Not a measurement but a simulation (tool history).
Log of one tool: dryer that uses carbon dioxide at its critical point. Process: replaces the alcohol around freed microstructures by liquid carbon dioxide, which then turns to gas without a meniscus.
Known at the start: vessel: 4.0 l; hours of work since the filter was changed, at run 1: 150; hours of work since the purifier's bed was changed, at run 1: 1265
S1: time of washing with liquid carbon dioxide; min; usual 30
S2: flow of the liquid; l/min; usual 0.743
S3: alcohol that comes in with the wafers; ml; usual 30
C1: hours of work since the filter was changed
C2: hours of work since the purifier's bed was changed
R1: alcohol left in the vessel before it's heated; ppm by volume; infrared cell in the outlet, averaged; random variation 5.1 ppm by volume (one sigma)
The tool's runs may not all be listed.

{"run": 1, "hour": 0.0, "S1": 30, "S2": 0.743, "S3": 30, "C1": 150, "C2": 1265, "R1": 254}
{"run": 2, "hour": 38.4, "S1": 30, "S2": 0.743, "S3": 30, "C1": 177, "C2": 1292, "R1": 253}
{"run": 3, "hour": 73.9, "S1": 30, "S2": 0.743, "S3": 30, "C1": 201, "C2": 1317, "R1": 266}
{"run": 4, "hour": 133.2, "S1": 30, "S2": 0.743, "S3": 30, "C1": 243, "C2": 1358, "R1": 274}
{"hour": 170.7, "done": "purifier's bed changed"}
{"run": 5, "hour": 185.1, "S1": 30, "S2": 0.743, "S3": 30, "C1": 277, "C2": 10, "R1": 105}
{"run": 6, "hour": 224.6, "S1": 44, "S2": 0.743, "S3": 30, "C1": 304, "C2": 38, "R1": 23}
{"run": 7, "hour": 257.1, "S1": 44, "S2": 0.743, "S3": 30, "C1": 327, "C2": 60, "R1": 27}
{"run": 8, "hour": 321.3, "S1": 44, "S2": 0.743, "S3": 30, "C1": 372, "C2": 105, "R1": 29}
{"hour": 343.5, "done": "inlet filter changed"}
{"run": 9, "hour": 378.8, "S1": 44, "S2": 0.743, "S3": 30, "C1": 25, "C2": 144, "R1": 28}
{"run": 10, "hour": 405.7, "S1": 30, "S2": 0.743, "S3": 30, "C1": 43, "C2": 163, "R1": 93}
{"run": 11, "hour": 460.5, "S1": 30, "S2": 0.743, "S3": 30, "C1": 82, "C2": 201, "R1": 108}
{"run": 12, "hour": 507.1, "S1": 30, "S2": 0.743, "S3": 30, "C1": 114, "C2": 234, "R1": 111}
{"run": 13, "hour": 557.5, "S1": 30, "S2": 0.743, "S3": 30, "C1": 149, "C2": 269, "R1": 117}
{"run": 14, "hour": 616.5, "S1": 30, "S2": 0.743, "S3": 27, "C1": 190, "C2": 310, "R1": 120}
{"run": 15, "hour": 663.8, "S1": 30, "S2": 0.743, "S3": 27, "C1": 223, "C2": 343, "R1": 128}
{"run": 16, "hour": 721.4, "S1": 30, "S2": 0.743, "S3": 27, "C1": 263, "C2": 383, "R1": 132}
{"run": 17, "hour": 747.4, "S1": 30, "S2": 0.743, "S3": 30, "C1": 282, "C2": 401, "R1": 149}
{"run": 18, "hour": 780.1, "S1": 30, "S2": 0.743, "S3": 30, "C1": 304, "C2": 424, "R1": 164}
{"run": 19, "hour": 834.6, "S1": 30, "S2": 0.743, "S3": 30, "C1": 342, "C2": 462, "R1": 168}
{"run": 20, "hour": 871.0, "S1": 30, "S2": 0.743, "S3": 30, "C1": 368, "C2": 487, "R1": 189}
{"hour": 899.8, "done": "inlet filter changed"}
{"run": 21, "hour": 926.9, "S1": 30, "S2": 0.743, "S3": 30, "C1": 19, "C2": 526, "R1": 132}
{"run": 22, "hour": 984.8, "S1": 30, "S2": 0.743, "S3": 30, "C1": 59, "C2": 566, "R1": 145}
{"run": 23, "hour": 1039.8, "S1": 30, "S2": 0.743, "S3": 30, "C1": 98, "C2": 604, "R1": 161}
{"run": 24, "hour": 1090.7, "S1": 30, "S2": 0.743, "S3": 30, "C1": 133, "C2": 640, "R1": 164}
{"run": 25, "hour": 1120.1, "S1": 25, "S2": 0.849, "S3": 30, "C1": 154, "C2": 660, "R1": 194}
{"run": 26, "hour": 1161.0, "S1": 25, "S2": 1.02, "S3": 61, "C1": 182, "C2": 689, "R1": 170}

Run 27, settings as shown, results not yet in. Your forecast:
{"run": 27, "hour": 1195.3, "S1": 48, "S2": 0.817, "S3": 62, "C1": 206, "C2": 713, "R1": "?"}

R1: 109 ppm by volume
Without the tool's hidden state the same run would have given R1 14 ppm by volume.
